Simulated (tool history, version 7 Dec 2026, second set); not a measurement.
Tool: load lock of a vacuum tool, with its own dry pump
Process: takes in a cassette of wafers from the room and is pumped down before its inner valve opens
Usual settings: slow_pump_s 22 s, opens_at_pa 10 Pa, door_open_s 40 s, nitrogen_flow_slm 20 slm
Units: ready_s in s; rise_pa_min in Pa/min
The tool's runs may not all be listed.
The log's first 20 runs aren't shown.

run	hour	slow_pump_s	opens_at_pa	door_open_s	nitrogen_flow_slm	hours that the pump has run since its overhaul	times that the door has closed on its seal	incoming humidity of the room's air, %	ready_s	rise_pa_min
21	4424.7	13	7	40	44	14215	18395	47	31.6	0.018
22	4713	22	16	42	20	14503	19039	43.7	36.9	0.02
23	5002.3	22	16	42	20	14792	19685	46.9	36.9	0.029
24	5160.4	39	10	37	25	14951	20038	46	52	0.022
25	5312.4	16	11	37	25	15103	20377	46.1	32.8	0.023
26	5541.8	16	11	37	25	15332	20890	48.5	32.7	0.023
27	5848.6	16	11	37	25	15639	21575	47.5	32.8	0.024
28	6061.6	16	11	37	25	15852	22050	44.2	32.6	0.023
29	6381.2	21	10	40	20	16171	22764	45	37.2	0.03
30	6634.8	17	10	204	20	16425	23330	45.1	33.8	0.033
31	6883.4	31	8	126	10	16674	23885	45.7	46.1	0.049
32	7104.8	31	8	126	10	16895	24380	42.1	46.1	0.046
33	7342.4	31	8	126	10	17133	24910	41.9	45.9	0.046
34	7584.7	31	13	126	10	17375	25451	45.9	44.8	0.047
35	7801.6	31	13	126	10	17592	25935	41.4	44.8	0.035
36	8042.8	32	10	28	4	17833	26474	43.2	46.2	0.035

Forecast each of these 5 alternatives for the next run:
A	8190.7	22	10	106	9	17981	26804	45.1	?	?
B	8190.7	22	19	33	6	17981	26804	42.4	?	?
C	8190.7	15	9	229	4	17981	26804	46.1	?	?
D	8190.7	29	11	28	4	17981	26804	46.7	?	?
E	8190.7	32	11	218	4	17981	26804	44.3	?	?

run	ready_s	rise_pa_min
A	37.9	0.045
B	36.7	0.03
C	32.3	0.067
D	43.6	0.036
E	46.2	0.07
Without the tool's hidden state the same runs would have given:
run	ready_s	rise_pa_min
A	37.9	0.045
B	36.6	0.029
C	32.3	0.067
D	43.6	0.035
E	46.2	0.069
